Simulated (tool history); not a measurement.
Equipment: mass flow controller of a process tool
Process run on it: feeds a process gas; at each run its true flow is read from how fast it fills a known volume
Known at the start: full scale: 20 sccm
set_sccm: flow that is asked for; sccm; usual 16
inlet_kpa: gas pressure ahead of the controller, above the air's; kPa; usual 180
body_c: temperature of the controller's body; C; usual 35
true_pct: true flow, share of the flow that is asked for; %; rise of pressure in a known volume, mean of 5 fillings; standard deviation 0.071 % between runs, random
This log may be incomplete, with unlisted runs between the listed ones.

Run 1, hour 0: usual settings. Result: true_pct 102.81 %.
Run 2, hour 159.4: usual settings. Result: true_pct 103.11 %.
Run 3, hour 295.1: usual settings. Result: true_pct 103.07 %.
Run 4, hour 412.3: usual settings but inlet_kpa 152 kPa. Result: true_pct 102.86 %.
Run 5, hour 637: usual settings but inlet_kpa 152 kPa. Result: true_pct 103.2 %.
Run 6, hour 891.1: usual settings but set_sccm 8 sccm. Result: true_pct 104.19 %.
Run 7, hour 1025.9: usual settings but set_sccm 8 sccm, inlet_kpa 187 kPa. Result: true_pct 104.1 %.
At hour 1049.4: controller's zero set anew.
Run 8, hour 1206.9: usual settings. Result: true_pct 103.78 %.
Run 9, hour 1386.4: usual settings. Result: true_pct 103.9 %.
At hour 1491.5: controller's zero set anew, once more.
Run 10, hour 1529.1: usual settings. Result: true_pct 101.9 %.
Run 11, hour 1720.7: usual settings. Result: true_pct 101.95 %.
Run 12, hour 1855.6: usual settings. Result: true_pct 101.91 %.
Run 13, hour 2040: usual settings. Result: true_pct 102.15 %.
Run 14, hour 2228.4: usual settings. Result: true_pct 102.25 %.
Run 15, hour 2402.9: usual settings but body_c 31 C. Result: true_pct 102.15 %.
Run 16, hour 2618.4: usual settings but body_c 31 C. Result: true_pct 102.28 %.
Run 17, hour 2749.4: usual settings but set_sccm 5 sccm, inlet_kpa 257 kPa, body_c 33 C. Result: true_pct 102.1 %.
Run 18, hour 2957.8: usual settings but set_sccm 10 sccm, inlet_kpa 145 kPa, body_c 22 C. Result: true_pct 101.27 %.
Run 19, hour 3095.3: usual settings but body_c 24 C. Result: true_pct 101.85 %.
At hour 3261.9: controller exchanged for a calibrated one.
Run 20, hour 3353.7: usual settings but inlet_kpa 277 kPa. Result: true_pct 100.67 %.
Run 21, hour 3546.2: usual settings but set_sccm 5 sccm, inlet_kpa 188 kPa. Result: true_pct 99.37 %.
Run 22, hour 3679.7: usual settings but set_sccm 5 sccm, inlet_kpa 188 kPa. Result: true_pct 99.56 %.
Run 23, hour 3789.8: usual settings but set_sccm 4 sccm, inlet_kpa 195 kPa, body_c 21 C. Result: true_pct 98.85 %.
Run 24, hour 3984.6: usual settings but set_sccm 4 sccm, inlet_kpa 195 kPa, body_c 21 C. Result: true_pct 99.01 %.
Run 25, hour 4091.2: usual settings but inlet_kpa 275 kPa, body_c 22 C. Result: true_pct 99.88 %.
Run 26, hour 4288.8: usual settings but inlet_kpa 275 kPa, body_c 22 C. Result: true_pct 100.08 %.
Run 27, hour 4431.5: usual settings but body_c 34 C. Result: true_pct 100.62 %.
Run 28, hour 4583.6: usual settings but set_sccm 3 sccm, inlet_kpa 263 kPa, body_c 20 C. Result: true_pct 100.13 %.
Run 29, hour 4828.5: usual settings but set_sccm 14 sccm, inlet_kpa 263 kPa. Result: true_pct 101.08 %.
Run 30, hour 5007.5: usual settings but set_sccm 5 sccm, body_c 20 C. Result: true_pct 99.95 %.
Run 31, hour 5185.2: usual settings but set_sccm 3 sccm, inlet_kpa 227 kPa. Result: true_pct 102.09 %.
Run 32, hour 5449.5: usual settings but set_sccm 3 sccm, inlet_kpa 226 kPa, body_c 32 C. Result: true_pct 102.23 %.

Alternative continuations, all from the tool just after run 32; predict every row:
Run A, hour 5689.6: usual settings but set_sccm 3 sccm, inlet_kpa 226 kPa, body_c 21 C. Result: true_pct ?.
Run B, hour 5689.6: usual settings but set_sccm 11 sccm, body_c 23 C. Result: true_pct ?.
Run C, hour 5689.6: usual settings but set_sccm 19 sccm, inlet_kpa 226 kPa, body_c 32 C. Result: true_pct ?.
Run D, hour 5689.6: usual settings but set_sccm 4 sccm, inlet_kpa 226 kPa, body_c 32 C. Result: true_pct ?.
Run E, hour 5689.6: usual settings but set_sccm 19 sccm, inlet_kpa 276 kPa, body_c 21 C. Result: true_pct ?.

run  true_pct
  A    101.86
  B    100.35
  C    101.56
  D    101.98
  E    100.92
Stripped of hidden state, with their random variation kept, the same runs would have yielded:
run  true_pct
  A     97.99
  B     98.86
  C    100.45
  D     98.93
  E      99.8
